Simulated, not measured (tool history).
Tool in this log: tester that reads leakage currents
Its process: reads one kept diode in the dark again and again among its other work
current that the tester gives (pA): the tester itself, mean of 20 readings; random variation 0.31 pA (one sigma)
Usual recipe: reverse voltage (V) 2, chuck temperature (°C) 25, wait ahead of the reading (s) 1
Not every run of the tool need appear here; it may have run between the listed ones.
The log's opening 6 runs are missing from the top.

run	hour	reverse voltage (V)	chuck temperature (°C)	wait ahead of the reading (s)	current that the tester gives (pA)
7	1108.3	2	25	1	106.84
# hour 1253.2: chuck's temperature calibrated
8	1328	2	25	0.55	103.07
9	1559.7	2	25	0.55	103.73
10	1702.1	2	20	1	72.84
11	1901.5	2	28	1	129.41
12	2154.8	2	25	1.34	105.65
13	2271.8	2	23	1.34	91.52
# hour 2297.2: probe card cleaned and baked
14	2435.7	18.63	25	1	253.16
15	2590.1	5.59	25	1	157.96
16	2798.8	1.6	25	1	100.51
17	3051.2	1.6	25	1	101.15
# hour 3120.9: chuck's temperature calibrated
18	3185.2	1.6	25	1	96.02
19	3386.4	16.05	25	1	234.76
20	3581.3	2.57	30	1.74	161.71
# hour 3657.6: probe card cleaned and baked, once more
21	3693.6	2	25	2.7	101.67
22	3947.6	3.5	26	5.32	134
23	4196.2	3.5	26	5.32	134.28
24	4351.8	2.12	53	8	659.22
25	4592.5	10.73	26	2.8	203.67
26	4708.9	1.32	26	2.15	98

Run 27 has not been measured yet. What should we expect?
27	4842.8	9.6	53	6.64	?

{"run 27": {"current that the tester gives (pA)": 1121.2}}
The same run, on a tool lacking any hidden state, would have yielded current that the tester gives (pA) 1081.35.
